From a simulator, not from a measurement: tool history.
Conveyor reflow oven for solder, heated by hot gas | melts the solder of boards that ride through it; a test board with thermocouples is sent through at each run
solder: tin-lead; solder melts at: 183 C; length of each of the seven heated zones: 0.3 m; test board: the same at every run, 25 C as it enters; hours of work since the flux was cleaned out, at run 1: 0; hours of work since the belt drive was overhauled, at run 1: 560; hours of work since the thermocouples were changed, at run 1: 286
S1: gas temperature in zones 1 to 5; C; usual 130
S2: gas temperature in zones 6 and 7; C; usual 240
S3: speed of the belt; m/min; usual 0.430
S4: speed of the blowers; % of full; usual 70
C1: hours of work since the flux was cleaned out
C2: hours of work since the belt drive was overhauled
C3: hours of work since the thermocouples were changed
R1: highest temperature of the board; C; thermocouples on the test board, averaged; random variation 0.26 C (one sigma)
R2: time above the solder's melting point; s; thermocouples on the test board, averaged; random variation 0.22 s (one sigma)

run     day   S1   S2     S3  S4   C1   C2   C3     R1    R2
  1   0.000  130  240  0.430  70    0  560  286  222.1  64.3
  2   1.783  130  240  0.430  70   20  581  306  221.7  64.2
  3   4.188  130  240  0.430  70   47  607  333  221.2  64.1
  4   6.617  130  240  0.430  70   74  635  360  221.0  63.5
  5   7.767  130  240  0.430  70   87  648  373  220.7  63.6
  6   9.512  130  240  0.453  70  107  667  392  218.9  58.6
  7  11.096  130  240  0.453  70  125  685  410  219.1  57.7
  8  12.338  130  230  0.453  70  139  699  424  209.5  50.2
  9  14.629  130  240  0.430  70  164  725  450  219.9  62.8
 10  16.208  130  241  0.430  70  182  743  468  220.7  63.8
     17.525  -- flux residue cleaned out of gas plates and filters
 11  18.442  130  241  0.430  70   10  765  490  222.0  64.7
 12  20.208  130  241  0.450  70   30  785  510  219.7  59.7
 13  22.888  130  240  0.430  70   60  815  540  220.4  63.8
 14  24.371  130  240  0.430  70   77  832  557  220.4  63.5
 15  25.796  130  240  0.430  70   93  848  573  219.6  63.3
 16  27.488  130  240  0.430  60  112  867  592  217.3  60.4
 17  28.671  130  240  0.430  64  125  880  605  218.3  61.4
 18  30.450  122  228  0.347  82  145  900  625  216.2  74.2

Run 19 comes next. What will it give?
 19  32.575  124  228  0.362  82  169  924  649   ?   ?

{"run 19": {"R1": 215.7, "R2": 70.6}}
Without the tool's hidden state the same run would have given R1 218.5 C, R2 72.8 s.

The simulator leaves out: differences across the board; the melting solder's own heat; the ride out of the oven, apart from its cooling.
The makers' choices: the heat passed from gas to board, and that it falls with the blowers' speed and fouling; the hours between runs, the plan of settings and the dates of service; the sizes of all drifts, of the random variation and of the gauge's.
